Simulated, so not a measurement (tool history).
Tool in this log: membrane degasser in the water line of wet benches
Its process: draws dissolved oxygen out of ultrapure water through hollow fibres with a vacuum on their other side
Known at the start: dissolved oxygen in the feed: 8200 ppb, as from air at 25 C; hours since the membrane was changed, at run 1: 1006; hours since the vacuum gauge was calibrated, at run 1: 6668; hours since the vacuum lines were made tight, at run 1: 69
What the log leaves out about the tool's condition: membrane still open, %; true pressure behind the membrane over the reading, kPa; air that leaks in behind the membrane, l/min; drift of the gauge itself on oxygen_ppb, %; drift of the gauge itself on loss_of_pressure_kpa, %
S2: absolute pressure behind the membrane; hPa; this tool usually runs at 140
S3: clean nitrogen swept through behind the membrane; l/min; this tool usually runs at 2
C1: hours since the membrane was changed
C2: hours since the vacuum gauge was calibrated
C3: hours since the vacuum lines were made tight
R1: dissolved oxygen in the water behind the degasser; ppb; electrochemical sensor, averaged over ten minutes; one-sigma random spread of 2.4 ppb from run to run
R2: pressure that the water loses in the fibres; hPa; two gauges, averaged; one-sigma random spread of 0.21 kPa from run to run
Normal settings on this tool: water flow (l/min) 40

run 1 hour=0 | water_flow_(l/min)=40 S2=140 S3=2 | C1=1006 C2=6668 C3=69 | R1=487.7 R2=483.3
run 2 hour=68.1 | water_flow_(l/min)=40 S2=181 S3=2 | C1=1074 C2=6736 C3=137 | R1=645.4 R2=484.9
run 3 hour=125 | water_flow_(l/min)=40 S2=140 S3=2 | C1=1131 C2=6793 C3=194 | R1=484.7 R2=482.6
run 4 hour=202.4 | water_flow_(l/min)=40 S2=140 S3=2 | C1=1208 C2=6870 C3=271 | R1=483.8 R2=484.5
run 5 hour=268.8 | water_flow_(l/min)=40 S2=140 S3=2 | C1=1275 C2=6936 C3=337 | R1=485.2 R2=485.6
run 6 hour=314.6 | water_flow_(l/min)=40 S2=140 S3=2 | C1=1320 C2=6982 C3=383 | R1=481 R2=487.7
run 7 hour=384.7 | water_flow_(l/min)=40 S2=140 S3=2 | C1=1390 C2=7052 C3=453 | R1=482.8 R2=485.7
run 8 hour=450.6 | water_flow_(l/min)=40 S2=140 S3=2 | C1=1456 C2=7118 C3=519 | R1=484.2 R2=480.8
run 9 hour=536.8 | water_flow_(l/min)=40 S2=140 S3=2 | C1=1543 C2=7204 C3=605 | R1=487.9 R2=483.1
run 10 hour=599.9 | water_flow_(l/min)=40 S2=318 S3=2 | C1=1606 C2=7268 C3=668 | R1=1144.5 R2=486.7
-- hour=608.2 vacuum gauge calibrated
run 11 hour=683.6 | water_flow_(l/min)=41 S2=267 S3=4.53 | C1=1689 C2=75 C3=752 | R1=502.7 R2=497.9
run 12 hour=767.9 | water_flow_(l/min)=51 S2=341 S3=4.53 | C1=1773 C2=160 C3=836 | R1=794.4 R2=618.8
run 13 hour=848.5 | water_flow_(l/min)=51 S2=341 S3=4.53 | C1=1854 C2=240 C3=917 | R1=796.4 R2=620.5
-- hour=879.5 vacuum gauge calibrated, once more
run 14 hour=929.2 | water_flow_(l/min)=51 S2=341 S3=4.53 | C1=1934 C2=50 C3=997 | R1=774.9 R2=614.5
run 15 hour=1005.4 | water_flow_(l/min)=40 S2=140 S3=2.14 | C1=2010 C2=126 C3=1073 | R1=442.6 R2=488.1

Below are 5 alternative next runs, each starting from the tool's condition after run 15. Predict each:
run A hour=1051.8 | water_flow_(l/min)=43 S2=123 S3=2.14 | C1=2057 C2=172 C3=1119 | R1=? R2=?
run B hour=1051.8 | water_flow_(l/min)=27 S2=140 S3=4.82 | C1=2057 C2=172 C3=1119 | R1=? R2=?
run C hour=1051.8 | water_flow_(l/min)=32 S2=86 S3=3.45 | C1=2057 C2=172 C3=1119 | R1=? R2=?
run D hour=1051.8 | water_flow_(l/min)=43 S2=306 S3=2.14 | C1=2057 C2=172 C3=1119 | R1=? R2=?
run E hour=1051.8 | water_flow_(l/min)=40 S2=154 S3=4.69 | C1=2057 C2=172 C3=1119 | R1=? R2=?

run=A R1=405.4 R2=521.4
run=B R1=145.4 R2=328.5
run=C R1=120.4 R2=392.1
run=D R1=1097.6 R2=522.3
run=E R1=251.6 R2=484.8
The same runs, with their run-to-run variation unchanged, on a tool lacking any hidden condition would have given:
run=A R1=403.5 R2=515.8
run=B R1=144.8 R2=325
run=C R1=119.6 R2=387.9
run=D R1=1095.2 R2=516.7
run=E R1=250.3 R2=479.5
